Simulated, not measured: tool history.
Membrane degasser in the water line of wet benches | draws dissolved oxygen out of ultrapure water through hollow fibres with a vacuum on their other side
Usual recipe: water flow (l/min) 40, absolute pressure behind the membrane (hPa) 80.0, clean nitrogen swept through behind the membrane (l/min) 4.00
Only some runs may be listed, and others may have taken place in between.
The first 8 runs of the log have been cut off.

run,hour,water flow (l/min),absolute pressure behind the membrane (hPa),clean nitrogen swept through behind the membrane (l/min),dissolved oxygen in the water behind the degasser (ppb),pressure that the water loses in the fibres (hPa)
9,965.2,40,93.3,4.00,236.8,593.2
10,1166.7,40,93.3,4.00,231.3,591.5
11,1310.4,40,93.3,4.00,234.7,591.4
12,1498.7,34,80.0,4.00,145.7,505.2
13,1705.8,40,80.0,4.00,203.9,591.5
14,1878.4,40,80.0,4.00,204.4,592.4
15,2003.2,26,80.0,4.00,88.8,385.9
16,2217.8,26,80.0,4.00,90.6,387.3
17,2326.0,26,80.0,4.00,90.2,386.5
18,2492.5,26,53.5,1.82,88.1,385.6
19,2680.7,44,53.5,2.11,226.9,661.6
20,2877.4,48,53.5,5.20,226.5,719.4
21,2980.9,36,80.0,3.79,169.5,537.2
22,3100.0,36,80.0,3.79,174.2,538.3
23,3319.3,55,80.0,4.00,409.4,822.0
24,3542.6,53,92.5,4.00,422.0,795.1
25,3720.3,53,92.5,4.00,417.6,788.6
26,3889.1,27,160.9,4.00,222.3,405.3
27,4110.5,27,160.9,4.00,222.8,405.2

For run 28, what comes out?
28,4283.8,46,75.6,6.98,?,?

Run 28 gave dissolved oxygen in the water behind the degasser (ppb) 228.8, pressure that the water loses in the fibres (hPa) 690.0.
Had the tool carried no hidden state, the very same run would have given dissolved oxygen in the water behind the degasser (ppb) 201.2, pressure that the water loses in the fibres (hPa) 659.8.
